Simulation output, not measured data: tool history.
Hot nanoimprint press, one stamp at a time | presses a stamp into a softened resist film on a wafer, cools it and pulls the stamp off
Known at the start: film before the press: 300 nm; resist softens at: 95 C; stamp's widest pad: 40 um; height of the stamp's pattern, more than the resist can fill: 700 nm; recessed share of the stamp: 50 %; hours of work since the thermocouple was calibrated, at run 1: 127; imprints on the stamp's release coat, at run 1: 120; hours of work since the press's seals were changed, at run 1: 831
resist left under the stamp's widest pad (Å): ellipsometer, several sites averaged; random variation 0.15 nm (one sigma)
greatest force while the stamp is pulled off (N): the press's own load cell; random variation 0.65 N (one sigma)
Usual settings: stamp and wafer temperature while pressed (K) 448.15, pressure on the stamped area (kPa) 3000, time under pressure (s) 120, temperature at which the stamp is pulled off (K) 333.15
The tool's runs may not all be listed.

| run | hour | stamp and wafer temperature while pressed (K) | pressure on the stamped area (kPa) | time under pressure (s) | temperature at which the stamp is pulled off (K) | hours of work since the thermocouple was calibrated | imprints on the stamp's release coat | hours of work since the press's seals were changed | resist left under the stamp's widest pad (Å) | greatest force while the stamp is pulled off (N) |
|---|---|---|---|---|---|---|---|---|---|---|
| 1 | 0.0 | 448.15 | 3000 | 120 | 333.15 | 127 | 120 | 831 | 1616 | 182.6 |
| 2 | 59.5 | 448.15 | 3000 | 120 | 333.15 | 154 | 270 | 858 | 1615 | 181.6 |
| 3 | 100.6 | 448.15 | 3000 | 120 | 333.15 | 172 | 373 | 876 | 1618 | 181.4 |
| 4 | 154.1 | 448.15 | 3000 | 120 | 333.15 | 196 | 507 | 900 | 1614 | 182.0 |
|  | 197.9 | stamp cleaned and given a new release coat |
| 5 | 228.6 | 448.15 | 3000 | 120 | 333.15 | 226 | 77 | 930 | 1616 | 181.3 |
| 6 | 294.2 | 448.15 | 3000 | 120 | 333.15 | 255 | 242 | 959 | 1615 | 181.9 |
| 7 | 359.0 | 448.15 | 3000 | 120 | 329.15 | 284 | 405 | 988 | 1617 | 195.8 |
| 8 | 423.8 | 448.15 | 3000 | 120 | 329.15 | 313 | 567 | 1017 | 1616 | 195.0 |
|  | 432.5 | plate thermocouple calibrated |
|  | 449.2 | stamp cleaned and given a new release coat |
| 9 | 478.0 | 448.15 | 3000 | 120 | 329.15 | 18 | 73 | 1037 | 1620 | 195.3 |
| 10 | 511.4 | 448.15 | 3000 | 120 | 329.15 | 32 | 157 | 1052 | 1617 | 196.5 |
| 11 | 541.3 | 448.15 | 3000 | 120 | 329.15 | 46 | 232 | 1065 | 1618 | 194.6 |
| 12 | 609.7 | 448.15 | 3000 | 120 | 321.15 | 76 | 404 | 1095 | 1619 | 222.6 |
| 13 | 665.4 | 448.15 | 3000 | 120 | 321.15 | 101 | 543 | 1120 | 1618 | 223.1 |
|  | 696.0 | stamp cleaned and given a new release coat |
| 14 | 714.3 | 454.15 | 3000 | 120 | 333.15 | 120 | 46 | 1139 | 1363 | 181.1 |

Forecast run 15:
| 15 | 784.1 | 448.15 | 4140 | 120 | 332.15 | 151 | 221 | 1170 | ? | ? |

{"run 15": {"resist left under the stamp's widest pad (Å)": 1427, "greatest force while the stamp is pulled off (N)": 183.0}}
Without the tool's hidden state the same run would have given resist left under the stamp's widest pad (Å) 1427, greatest force while the stamp is pulled off (N) 185.2.
